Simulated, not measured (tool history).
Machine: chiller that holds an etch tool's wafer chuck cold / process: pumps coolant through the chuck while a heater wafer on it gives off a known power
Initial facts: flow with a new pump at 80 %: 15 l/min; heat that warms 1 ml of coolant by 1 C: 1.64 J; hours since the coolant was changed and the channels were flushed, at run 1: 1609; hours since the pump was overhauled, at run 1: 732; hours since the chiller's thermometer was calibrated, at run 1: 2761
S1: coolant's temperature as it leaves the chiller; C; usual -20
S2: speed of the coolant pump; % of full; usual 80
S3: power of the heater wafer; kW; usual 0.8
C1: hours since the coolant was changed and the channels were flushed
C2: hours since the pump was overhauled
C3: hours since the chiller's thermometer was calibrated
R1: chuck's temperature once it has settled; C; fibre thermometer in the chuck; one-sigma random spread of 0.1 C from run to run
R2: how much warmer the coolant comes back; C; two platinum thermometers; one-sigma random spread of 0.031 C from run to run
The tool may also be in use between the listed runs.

| run | hour | S1 | S2 | S3 | C1 | C2 | C3 | R1 | R2 |
|---|---|---|---|---|---|---|---|---|---|
| 1 | 0 | -20 | 80 | 0.8 | 1609 | 732 | 2761 | -12.8 | 1.97 |
| 2 | 18.7 | -20 | 80 | 0.8 | 1628 | 751 | 2779 | -12.9 | 2 |
| 3 | 52.1 | -20 | 80 | 0.8 | 1661 | 784 | 2813 | -12.7 | 2.04 |
| 4 | 69.7 | -20 | 80 | 0.8 | 1679 | 802 | 2830 | -12.8 | 1.95 |
| 5 | 84.3 | -20 | 80 | 0.8 | 1693 | 816 | 2845 | -12.7 | 2.02 |
| 6 | 110.9 | -21 | 80 | 0.8 | 1720 | 843 | 2871 | -13.8 | 2.01 |
| 7 | 129.8 | -30 | 80 | 0.8 | 1739 | 862 | 2890 | -22.8 | 2.05 |

What does the tool deliver on the next run?
| 8 | 155.3 | -10 | 80 | 0.52 | 1764 | 887 | 2916 | ? | ? |

{"run 8": {"R1": -5.4, "R2": 1.27}}
Were there no unlogged condition in the tool, this run, its random variation unchanged, would have produced R1 -5.4 C, R2 1.24 C.

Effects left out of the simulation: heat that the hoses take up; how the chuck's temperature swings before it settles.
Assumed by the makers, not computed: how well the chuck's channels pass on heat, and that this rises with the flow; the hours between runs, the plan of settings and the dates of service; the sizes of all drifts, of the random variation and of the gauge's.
